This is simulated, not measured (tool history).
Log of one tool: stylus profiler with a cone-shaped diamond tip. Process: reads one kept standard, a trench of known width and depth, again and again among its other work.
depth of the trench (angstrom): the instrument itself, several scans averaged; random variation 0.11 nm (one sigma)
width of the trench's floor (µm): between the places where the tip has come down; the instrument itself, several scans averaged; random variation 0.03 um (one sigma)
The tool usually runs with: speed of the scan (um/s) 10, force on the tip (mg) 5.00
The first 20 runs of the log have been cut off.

| run | hour | speed of the scan (um/s) | force on the tip (mg) | depth of the trench (angstrom) | width of the trench's floor (µm) |
|---|---|---|---|---|---|
| 21 | 763.4 | 10 | 6.97 | 2054.9 | 17.63 |
| 22 | 803.4 | 10 | 6.97 | 2052.5 | 17.53 |
| 23 | 849.1 | 10 | 5.00 | 2042.2 | 17.61 |
| 24 | 897.0 | 3 | 2.31 | 2026.0 | 17.57 |
| 25 | 944.7 | 18 | 2.69 | 2030.8 | 17.40 |
| 26 | 987.2 | 18 | 2.69 | 2029.6 | 17.47 |
| 27 | 1020.2 | 35 | 1.68 | 2022.9 | 17.24 |
| 28 | 1062.0 | 12 | 5.40 | 2048.4 | 17.41 |
| 29 | 1090.6 | 12 | 5.40 | 2049.0 | 17.37 |
| 30 | 1117.2 | 12 | 5.40 | 2046.3 | 17.35 |
| 31 | 1142.9 | 5 | 10.53 | 2071.2 | 17.34 |
| 32 | 1176.8 | 5 | 10.53 | 2069.3 | 17.34 |
| 33 | 1204.3 | 5 | 10.53 | 2072.1 | 17.32 |
| 34 | 1251.3 | 5 | 10.53 | 2072.2 | 17.29 |
| 35 | 1292.2 | 12 | 1.75 | 2024.1 | 17.17 |
| 36 | 1332.2 | 12 | 1.75 | 2025.0 | 17.20 |

The next listed run, before its measurement:
| 37 | 1374.4 | 12 | 1.75 | ? | ? |

Run 37 produced depth of the trench (angstrom) 2025.4, width of the trench's floor (µm) 17.10.
Minus the tool's unlogged condition, the same run would have read depth of the trench (angstrom) 2020.7, width of the trench's floor (µm) 17.95.
